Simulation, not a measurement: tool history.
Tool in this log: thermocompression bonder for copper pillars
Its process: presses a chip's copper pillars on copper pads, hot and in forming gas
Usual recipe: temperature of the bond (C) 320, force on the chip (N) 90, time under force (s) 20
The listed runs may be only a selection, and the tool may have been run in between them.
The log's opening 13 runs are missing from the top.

run,hour,temperature of the bond (C),force on the chip (N),time under force (s),force that shears a chip off (N)
14,614.7,290,90,20,58.2
15,661.2,320,96,20,80.8
16,726.5,320,110,20,86.6
# hour 782.5: forming gas filter changed
17,789.8,320,110,20,90.1
# hour 797.4: force cell calibrated
18,854.7,320,110,20,88.4
19,883.2,343,84,16,85.0
20,941.1,331,84,16,75.0
21,971.8,331,84,16,74.6
# hour 1014.6: force cell calibrated, once more
22,1036.3,344,117,19,103.3
# hour 1084.5: forming gas filter changed
23,1092.4,326,90,46,107.8
24,1138.3,337,90,12,79.7
25,1199.7,337,90,12,78.5
26,1230.3,337,62,38,87.2
27,1291.1,320,106,59,109.5
# hour 1330.8: heater calibrated with a thermocouple chip
28,1357.1,309,69,59,88.7
# hour 1383.9: forming gas filter changed
29,1383.9,321,126,47,122.3
30,1418.1,298,90,20,70.6
31,1479.1,298,119,47,106.4
32,1516.1,344,69,47,107.0
33,1569.4,344,69,47,103.1
34,1596.3,332,103,20,98.6

Here are 3 independent what-if runs from the current tool condition. What would each one return?
A,1635.4,340,90,20,?
B,1635.4,308,110,20,?
C,1635.4,320,105,20,?

run,force that shears a chip off (N)
A,95.4
B,85.2
C,91.2
Without the tool's hidden state the same runs would have given:
run,force that shears a chip off (N)
A,101.8
B,91.2
C,97.6
